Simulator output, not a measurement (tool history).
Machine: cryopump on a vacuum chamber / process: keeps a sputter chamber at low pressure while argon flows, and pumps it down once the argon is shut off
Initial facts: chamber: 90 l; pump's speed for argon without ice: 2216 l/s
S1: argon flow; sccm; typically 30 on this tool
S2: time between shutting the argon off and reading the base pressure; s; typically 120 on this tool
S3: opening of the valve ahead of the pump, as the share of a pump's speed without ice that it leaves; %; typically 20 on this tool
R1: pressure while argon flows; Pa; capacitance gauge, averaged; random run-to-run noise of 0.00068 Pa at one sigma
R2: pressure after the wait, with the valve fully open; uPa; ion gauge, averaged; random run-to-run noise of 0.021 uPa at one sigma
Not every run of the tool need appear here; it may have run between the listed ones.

run 1 hour=0.0 | S1=30 S2=120 S3=20 | R1=0.1164 R2=1.48
run 2 hour=43.6 | S1=30 S2=120 S3=20 | R1=0.1181 R2=1.58
run 3 hour=94.5 | S1=30 S2=120 S3=20 | R1=0.1191 R2=1.58
run 4 hour=136.7 | S1=30 S2=120 S3=20 | R1=0.1202 R2=1.70
run 5 hour=165.7 | S1=30 S2=120 S3=20 | R1=0.1209 R2=1.75
run 6 hour=216.9 | S1=30 S2=120 S3=20 | R1=0.1219 R2=1.80
run 7 hour=269.9 | S1=30 S2=120 S3=20 | R1=0.1227 R2=1.83
run 8 hour=303.9 | S1=30 S2=120 S3=25 | R1=0.1014 R2=1.98
run 9 hour=353.4 | S1=30 S2=120 S3=25 | R1=0.1018 R2=1.99
run 10 hour=408.4 | S1=30 S2=120 S3=25 | R1=0.0923 R2=1.49
run 11 hour=441.5 | S1=45 S2=120 S3=20 | R1=0.1741 R2=1.55
run 12 hour=489.1 | S1=45 S2=120 S3=20 | R1=0.1733 R2=1.67
run 13 hour=515.3 | S1=45 S2=120 S3=20 | R1=0.1758 R2=1.69
run 14 hour=557.8 | S1=45 S2=120 S3=20 | R1=0.1764 R2=1.74
run 15 hour=603.7 | S1=49 S2=120 S3=20 | R1=0.1919 R2=1.75
run 16 hour=637.8 | S1=30 S2=120 S3=20 | R1=0.1176 R2=0.45
run 17 hour=681.2 | S1=30 S2=120 S3=20 | R1=0.1192 R2=0.51
run 18 hour=728.4 | S1=30 S2=107 S3=52 | R1=0.0495 R2=0.57
run 19 hour=764.3 | S1=30 S2=107 S3=52 | R1=0.0503 R2=0.53
run 20 hour=789.7 | S1=44 S2=149 S3=20 | R1=0.1780 R2=0.49
run 21 hour=824.4 | S1=38 S2=20 S3=26 | R1=0.1217 R2=1.90
run 22 hour=856.8 | S1=20 S2=120 S3=24 | R1=0.0696 R2=0.63
run 23 hour=894.2 | S1=14 S2=120 S3=20 | R1=0.0571 R2=0.68
run 24 hour=932.5 | S1=14 S2=120 S3=20 | R1=0.0577 R2=0.67
run 25 hour=962.8 | S1=14 S2=191 S3=22 | R1=0.0531 R2=0.62
run 26 hour=1005.0 | S1=12 S2=119 S3=40 | R1=0.0234 R2=0.60
run 27 hour=1036.2 | S1=30 S2=103 S3=23 | R1=0.1001 R2=0.67
run 28 hour=1060.9 | S1=39 S2=103 S3=34 | R1=0.0893 R2=0.70
run 29 hour=1091.1 | S1=43 S2=25 S3=37 | R1=0.0905 R2=1.69
run 30 hour=1133.5 | S1=35 S2=25 S3=22 | R1=0.1252 R2=1.67
run 31 hour=1160.7 | S1=55 S2=120 S3=20 | R1=0.2145 R2=0.72
run 32 hour=1187.4 | S1=24 S2=238 S3=23 | R1=0.0827 R2=0.63
run 33 hour=1213.7 | S1=24 S2=238 S3=23 | R1=0.0832 R2=0.62

Not shown here: 3 entries made in the log between runs. Locate each between two listed runs and compare the hidden state at the listed run before it with the hidden state at the listed run after it:
Logged between run 9 and run 10: pump warmed up, emptied and cooled again (hour 386.7)
  pump's speed, % of a pump's without ice: 69.9 -> 98.6; cold plate's temperature, K: 12.78 -> 12.8; leak into the chamber, uPa l/s: 2690 -> 2741
  difference, measured minus the result without the unlogged condition, R1: +0.0103 -> +0.0007 Pa; R2: +1.61 -> +1.12 uPa
Logged between run 15 and run 16: leaking fittings of the chamber tightened, without venting (hour 634.7)
  pump's speed, % of a pump's without ice: 88.4 -> 86.7; cold plate's temperature, K: 12.87 -> 12.88; leak into the chamber, uPa l/s: 2938 -> 353
  difference, measured minus the result without the unlogged condition, R1: +0.0056 -> +0.0040 Pa; R2: +1.36 -> +0.05 uPa
Logged between run 25 and run 26: pump warmed up, emptied and cooled again (hour 998.1)
  pump's speed, % of a pump's without ice: 69.4 -> 98.4; cold plate's temperature, K: 13 -> 13.01; leak into the chamber, uPa l/s: 686 -> 728
  difference, measured minus the result without the unlogged condition, R1: +0.0050 -> +0.0003 Pa; R2: +0.32 -> +0.20 uPa
